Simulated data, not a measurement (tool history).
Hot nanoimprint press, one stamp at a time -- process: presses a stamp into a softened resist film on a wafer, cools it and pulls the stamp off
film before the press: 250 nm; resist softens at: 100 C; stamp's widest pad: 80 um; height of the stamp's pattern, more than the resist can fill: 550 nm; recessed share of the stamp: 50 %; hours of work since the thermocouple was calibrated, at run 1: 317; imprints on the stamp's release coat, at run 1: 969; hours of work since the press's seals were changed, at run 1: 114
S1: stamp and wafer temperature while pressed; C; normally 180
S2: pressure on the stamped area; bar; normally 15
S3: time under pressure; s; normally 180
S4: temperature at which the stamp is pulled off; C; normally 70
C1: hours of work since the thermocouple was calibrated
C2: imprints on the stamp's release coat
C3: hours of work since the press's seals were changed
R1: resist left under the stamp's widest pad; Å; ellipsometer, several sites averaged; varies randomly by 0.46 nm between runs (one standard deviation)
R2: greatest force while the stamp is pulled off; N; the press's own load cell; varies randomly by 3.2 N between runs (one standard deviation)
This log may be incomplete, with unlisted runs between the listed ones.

{"run": 1, "hour": 0.0, "S1": 180, "S2": 15, "S3": 180, "S4": 70, "C1": 317, "C2": 969, "C3": 114, "R1": 1179, "R2": 223}
{"run": 2, "hour": 20.1, "S1": 180, "S2": 15, "S3": 235, "S4": 70, "C1": 332, "C2": 1029, "C3": 129, "R1": 1082, "R2": 220}
{"run": 3, "hour": 44.8, "S1": 180, "S2": 15, "S3": 235, "S4": 70, "C1": 350, "C2": 1103, "C3": 148, "R1": 1077, "R2": 227}
{"run": 4, "hour": 68.8, "S1": 180, "S2": 15, "S3": 180, "S4": 70, "C1": 368, "C2": 1175, "C3": 166, "R1": 1180, "R2": 236}
{"run": 5, "hour": 83.2, "S1": 180, "S2": 15, "S3": 180, "S4": 70, "C1": 379, "C2": 1218, "C3": 177, "R1": 1180, "R2": 237}
{"hour": 94.6, "done": "stamp cleaned and given a new release coat"}
{"run": 6, "hour": 110.4, "S1": 180, "S2": 15, "S3": 180, "S4": 70, "C1": 394, "C2": 47, "C3": 192, "R1": 1183, "R2": 147}
{"run": 7, "hour": 131.5, "S1": 180, "S2": 15, "S3": 180, "S4": 67, "C1": 410, "C2": 110, "C3": 208, "R1": 1175, "R2": 162}
{"run": 8, "hour": 146.0, "S1": 180, "S2": 15, "S3": 180, "S4": 67, "C1": 421, "C2": 154, "C3": 219, "R1": 1186, "R2": 164}
{"run": 9, "hour": 156.8, "S1": 180, "S2": 15, "S3": 180, "S4": 70, "C1": 429, "C2": 186, "C3": 227, "R1": 1180, "R2": 153}
{"hour": 181.3, "done": "plate thermocouple calibrated"}
{"run": 10, "hour": 183.5, "S1": 180, "S2": 15, "S3": 180, "S4": 70, "C1": 2, "C2": 258, "C3": 245, "R1": 1220, "R2": 168}
{"run": 11, "hour": 201.6, "S1": 180, "S2": 15, "S3": 180, "S4": 70, "C1": 15, "C2": 312, "C3": 258, "R1": 1220, "R2": 169}
{"run": 12, "hour": 217.6, "S1": 180, "S2": 15, "S3": 180, "S4": 70, "C1": 27, "C2": 360, "C3": 270, "R1": 1229, "R2": 171}
{"run": 13, "hour": 229.8, "S1": 180, "S2": 9.4, "S3": 176, "S4": 70, "C1": 36, "C2": 397, "C3": 279, "R1": 1496, "R2": 181}

Expected results for the next run?
{"run": 14, "hour": 247.9, "S1": 180, "S2": 9.4, "S3": 176, "S4": 70, "C1": 50, "C2": 451, "C3": 293, "R1": "?", "R2": "?"}

{"run 14": {"R1": 1507, "R2": 183}}
Without the tool's hidden state the same run would have given R1 1515 Å, R2 152 N.

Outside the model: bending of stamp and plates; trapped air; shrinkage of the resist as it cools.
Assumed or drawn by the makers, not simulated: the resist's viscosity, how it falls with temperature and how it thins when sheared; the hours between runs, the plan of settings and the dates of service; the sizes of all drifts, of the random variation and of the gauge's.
